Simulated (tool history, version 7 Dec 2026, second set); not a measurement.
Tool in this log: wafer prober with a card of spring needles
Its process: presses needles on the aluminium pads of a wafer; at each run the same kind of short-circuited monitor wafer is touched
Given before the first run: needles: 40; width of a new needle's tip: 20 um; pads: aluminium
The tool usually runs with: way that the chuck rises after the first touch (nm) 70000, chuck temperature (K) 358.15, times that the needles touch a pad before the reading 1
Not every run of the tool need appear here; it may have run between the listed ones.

run	hour	way that the chuck rises after the first touch (nm)	chuck temperature (K)	times that the needles touch a pad before the reading	resistance of one needle with its contact and lead (mohm)	way that a needle slides on the pad (nm)
1	0	70000	358.15	1	197	12260
# hour 9: tips cleaned on abrasive film
2	14.2	70000	369.15	1	211	12220
# hour 19.1: tips cleaned on abrasive film
3	26.2	70000	358.15	1	212	12210
# hour 28.1: tips cleaned on abrasive film
# hour 37.1: tips cleaned on abrasive film
# hour 47.6: tips cleaned on abrasive film
4	47.7	70000	358.15	1	201	12190
# hour 56.7: tips cleaned on abrasive film
# hour 66.5: tips cleaned on abrasive film
5	72.8	70000	358.15	1	212	12140
# hour 76.5: tips cleaned on abrasive film
# hour 86.4: tips cleaned on abrasive film
6	91.9	70000	358.15	1	217	12110
# hour 95.7: tips cleaned on abrasive film
# hour 104.6: tips cleaned on abrasive film
# hour 114.8: tips cleaned on abrasive film
7	115.5	70000	358.15	1	204	12060
# hour 125.6: tips cleaned on abrasive film
# hour 129.9: height of the first contact set anew
8	133.6	70000	358.15	1	214	12470
# hour 135.1: tips cleaned on abrasive film
# hour 144.4: tips cleaned on abrasive film
9	152.2	70000	358.15	1	215	12420
# hour 153.7: tips cleaned on abrasive film
# hour 162.7: tips cleaned on abrasive film
10	168.3	70000	358.15	1	210	12420
# hour 172.6: tips cleaned on abrasive film
# hour 181.9: tips cleaned on abrasive film
11	187.8	70000	358.15	1	210	12320
# hour 192.2: tips cleaned on abrasive film
# hour 201.6: tips cleaned on abrasive film
12	208.8	70000	358.15	3	206	12290
# hour 210.4: tips cleaned on abrasive film
# hour 219.7: tips cleaned on abrasive film
13	219.7	70000	358.15	1	197	12340
# hour 228.6: tips cleaned on abrasive film
# hour 237.6: tips cleaned on abrasive film
14	241.7	70000	325.15	1	202	12300
# hour 246.8: tips cleaned on abrasive film
# hour 257.2: tips cleaned on abrasive film
# hour 266.5: tips cleaned on abrasive film
15	266.5	70000	358.15	1	204	12210
# hour 276.1: tips cleaned on abrasive film
16	281.5	70000	301.15	1	200	12220
# hour 286.9: tips cleaned on abrasive film
17	294	66000	345.15	1	216	11460
# hour 296.2: tips cleaned on abrasive film
# hour 307: tips cleaned on abrasive film
18	312.6	70000	307.15	1	203	12160
# hour 316.4: tips cleaned on abrasive film
# hour 325.7: tips cleaned on abrasive film
# hour 334.9: tips cleaned on abrasive film
19	337.5	59000	307.15	1	205	10200
# hour 344.1: tips cleaned on abrasive film
20	350.3	56000	307.15	1	216	9640
# hour 354: tips cleaned on abrasive film
21	361.6	56000	307.15	1	218	9610
# hour 363.2: tips cleaned on abrasive film
# hour 372.8: tips cleaned on abrasive film
# hour 382: tips cleaned on abrasive film
22	382.2	70000	309.15	1	193	12050

Estimate the outcome of run 23 from the log above:
# hour 385: height of the first contact set anew
# hour 392.1: tips cleaned on abrasive film
23	398.3	76000	309.15	2	?	?

Run 23 yielded resistance of one needle with its contact and lead (mohm) 195, way that a needle slides on the pad (nm) 13550.
On a tool with no hidden condition, and with the same random variation, this run would have come out at resistance of one needle with its contact and lead (mohm) 186, way that a needle slides on the pad (nm) 13570.

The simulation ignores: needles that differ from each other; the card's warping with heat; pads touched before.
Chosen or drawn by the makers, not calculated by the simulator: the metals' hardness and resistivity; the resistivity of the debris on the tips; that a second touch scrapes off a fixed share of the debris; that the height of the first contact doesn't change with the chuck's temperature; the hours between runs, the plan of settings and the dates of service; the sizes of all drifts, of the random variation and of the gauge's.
